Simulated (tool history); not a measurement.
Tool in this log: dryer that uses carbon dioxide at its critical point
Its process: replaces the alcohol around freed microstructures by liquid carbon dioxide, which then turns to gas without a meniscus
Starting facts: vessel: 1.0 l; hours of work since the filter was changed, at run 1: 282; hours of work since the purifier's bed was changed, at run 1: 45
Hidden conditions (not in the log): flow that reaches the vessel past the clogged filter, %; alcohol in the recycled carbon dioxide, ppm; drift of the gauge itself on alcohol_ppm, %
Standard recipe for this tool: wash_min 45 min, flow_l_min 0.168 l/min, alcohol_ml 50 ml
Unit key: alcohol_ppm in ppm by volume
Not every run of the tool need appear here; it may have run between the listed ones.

run,hour,wash_min,flow_l_min,alcohol_ml,hours of work since the filter was changed,hours of work since the purifier's bed was changed,alcohol_ppm
1,0,45,0.168,50,282,45,225
2,24,45,0.168,56,291,53,247
3,42.2,45,0.168,56,297,60,248
# hour 46.5: inlet filter changed
4,74.5,45,0.168,56,10,71,173
5,97.7,45,0.168,56,18,79,172
6,123.5,45,0.168,56,27,88,181
7,139.5,45,0.168,63,33,94,190
8,156,31,0.168,50,39,100,912
9,183,45,0.14,50,49,110,424
10,213.7,29,0.14,50,59,120,2246
11,240.2,29,0.14,50,69,130,2267
12,258.3,45,0.12,50,75,136,835
13,288,45,0.12,50,86,147,864
14,321.8,45,0.12,50,98,159,893
15,349.7,45,0.12,50,108,169,895
16,374.3,45,0.164,50,117,178,207
17,400.6,45,0.168,50,126,187,183
18,415.9,45,0.246,50,131,192,32
19,440.9,45,0.246,50,140,201,36
20,463.6,45,0.246,50,148,209,37
21,487.1,35,0.168,50,157,218,646
22,502.1,35,0.168,50,162,223,641
23,529.7,35,0.168,50,172,233,647
24,564.9,35,0.13,50,184,245,1793
25,583.6,29,0.13,118,191,252,7564
26,607.2,33,0.144,118,199,260,3463
27,629.5,33,0.142,118,207,268,3790
28,657.8,33,0.156,118,217,278,2702
29,693.4,45,0.102,38,230,291,1423
30,709.8,46,0.105,37,236,297,1176
31,745.7,46,0.139,37,249,310,400
32,777.9,42,0.15,108,260,321,1178
33,813.1,42,0.15,108,273,334,1185
34,840,42,0.168,37,282,343,263
35,858.5,42,0.168,37,289,350,266
36,875.9,42,0.168,37,295,356,280
# hour 887.2: inlet filter changed
37,905.2,53,0.256,76,6,366,31
38,933.9,53,0.256,76,17,376,42
39,952.8,31,0.218,76,23,383,400
40,967.5,31,0.218,76,29,388,406
41,997,31,0.218,76,39,399,421
42,1017.5,67,0.251,50,46,406,50
43,1049.4,67,0.251,50,58,417,49
44,1081.4,65,0.251,68,69,429,53
45,1106,65,0.251,68,78,437,45
46,1141.8,57,0.168,50,91,450,74
47,1176.6,47,0.168,50,103,463,173
48,1193,47,0.236,50,109,468,63

Branching from run 48: 3 alternative next runs. What would each branch give?
A,1216.6,47,0.236,86,117,477,?
B,1216.6,40,0.221,21,117,477,?
C,1216.6,47,0.107,50,117,477,?

run,alcohol_ppm
A,68
B,72
C,1211
Without the tool's unlogged condition, the same runs would have read:
run,alcohol_ppm
A,19
B,21
C,1028

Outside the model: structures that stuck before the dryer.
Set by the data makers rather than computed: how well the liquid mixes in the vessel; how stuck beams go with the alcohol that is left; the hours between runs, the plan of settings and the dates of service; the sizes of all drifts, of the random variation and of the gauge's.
